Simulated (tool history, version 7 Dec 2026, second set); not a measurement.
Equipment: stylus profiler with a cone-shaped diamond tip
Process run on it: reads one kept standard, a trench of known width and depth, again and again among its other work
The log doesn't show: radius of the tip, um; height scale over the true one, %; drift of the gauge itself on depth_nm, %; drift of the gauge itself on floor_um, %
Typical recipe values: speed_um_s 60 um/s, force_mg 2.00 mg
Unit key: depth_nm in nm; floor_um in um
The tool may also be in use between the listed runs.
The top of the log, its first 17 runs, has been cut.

run	hour	speed_um_s	force_mg	scans with this tip	hours of work since the height scale was calibrated	depth_nm	floor_um
18	649.7	60	3.01	5591	78	202.36	17.86
# hour 666.1: height scale calibrated on a step standard, once more
19	685.5	20	2.45	5853	10	202.51	17.99
20	740.4	57	1.10	6259	38	201.58	17.78
21	777.5	31	2.60	6533	56	202.46	17.96
22	823.1	122	2.89	6871	79	202.59	17.61
23	857.5	122	2.89	7126	97	202.56	17.60
24	911.9	144	2.72	7529	124	202.56	17.45
25	961.0	238	0.69	7893	149	200.86	16.06
26	991.6	174	3.68	8119	164	202.93	17.40
27	1031.4	46	3.04	8414	185	202.49	17.85
28	1063.5	46	3.04	8652	201	202.60	17.85
29	1102.5	220	2.00	8941	220	201.90	16.98

Predict the results of run 30:
30	1146.3	109	2.57	9265	243	?	?

depth_nm: 202.25 nm
floor_um: 17.60 um
The same run, on a tool lacking any hidden state, would have yielded depth_nm 202.50 nm, floor_um 17.82 um.
